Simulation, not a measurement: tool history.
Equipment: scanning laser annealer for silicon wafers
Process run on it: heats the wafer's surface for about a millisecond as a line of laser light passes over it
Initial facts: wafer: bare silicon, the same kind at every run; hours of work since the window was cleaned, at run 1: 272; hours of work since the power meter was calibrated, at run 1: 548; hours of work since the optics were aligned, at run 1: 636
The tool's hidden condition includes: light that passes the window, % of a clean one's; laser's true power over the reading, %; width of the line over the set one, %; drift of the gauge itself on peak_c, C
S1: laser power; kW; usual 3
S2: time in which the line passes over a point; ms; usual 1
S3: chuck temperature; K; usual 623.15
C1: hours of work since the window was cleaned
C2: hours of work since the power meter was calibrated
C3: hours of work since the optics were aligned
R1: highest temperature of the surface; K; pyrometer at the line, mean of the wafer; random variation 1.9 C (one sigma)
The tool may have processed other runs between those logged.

run    hour     S1    S2      S3   C1    C2   C3       R1
  1       0      3     1  623.15  272   548  636  1455.15
  2    45.8      3  1.13  623.15  305   582  669  1509.15
  3    81.9      3     1  623.15  332   608  696  1451.15
  4   116.2      3     1  623.15  357   634  721  1453.15
  5     180      3     1  623.15  403   680  768  1450.15
  6   238.9      3     1  623.15  446   723  811  1449.15
  7   269.7      3     1  623.15  469   746  833  1447.15
  8   325.2      3     1  623.15  510   787  874  1441.15
  9   358.8      3     1  623.15  534   811  899  1441.15
 10   400.8      3     1  623.15  565   842  929  1441.15
      439.5  -- optics aligned, line set to its width
 11   439.5      3     1  623.15  590   867    0  1444.15
 12   498.6      3     1  623.15  633   910   43  1442.15
 13     544      3     1  623.15  666   943   77  1440.15
      584.1  -- window over the wafer cleaned
 14   603.3      3     1  623.15   14   985  118  1469.15
 15   641.1      3     1  623.15   42  1013  146  1472.15
 16   697.7      3     1  623.15   83  1054  188  1467.15
 17   748.3      3  0.77  623.15  120  1091  225  1359.15
 18   787.9      3  0.75  604.15  149  1120  254  1330.15
 19   824.7  2.925  1.09  623.15  176  1147  281  1480.15
 20   859.6  2.925  1.09  623.15  202  1173  306  1477.15
 21   910.4  2.925  1.09  623.15  239  1210  343  1482.15
 22   966.6  2.676  0.95  623.15  280  1251  384  1350.15
 23  1005.4      3     1  595.15  308  1280  413  1425.15
 24    1053      3     1  622.15  343  1314  448  1455.15
 25    1114  2.891   0.7  601.15  388  1359  492  1267.15
 26  1148.6  2.891  0.72  625.15  413  1384  518  1300.15
 27  1197.5  2.773  0.75  623.15  449  1420  554  1281.15
 28  1241.9  2.818  0.91  619.15  482  1453  586  1357.15
 29  1274.9  2.837  1.03  644.15  506  1477  610  1434.15
 30  1338.3  3.179  1.09  590.15  552  1523  657  1505.15
 31  1370.7  2.751  0.74  626.15  576  1547  680  1266.15
 32  1411.4      3     1  622.15  606  1577  710  1443.15
 33  1443.8  2.972  0.93  657.15  629  1601  734  1436.15
 34  1491.5  2.972  0.93  657.15  664  1635  769  1438.15

Below, each run's measurement less what the same run would have read without the hidden state. Both values contain the same run-to-run variation, but the gauge's scatter may not be the same in both:
run   R1
  1  -16
  2  -19
  3  -19
  4  -21
  5  -23
  6  -25
  7  -27
  8  -29
  9  -30
 10  -31
 11  -28
 12  -30
 13  -32
 14   +2
 15   +0
 16   -3
 17   -4
 18   -6
 19   -8
 20   -9
 21  -11
 22  -11
 23  -14
 24  -16
 25  -15
 26  -15
 27  -17
 28  -21
 29  -24
 30  -30
 31  -22
 32  -29
 33  -29
 34  -31
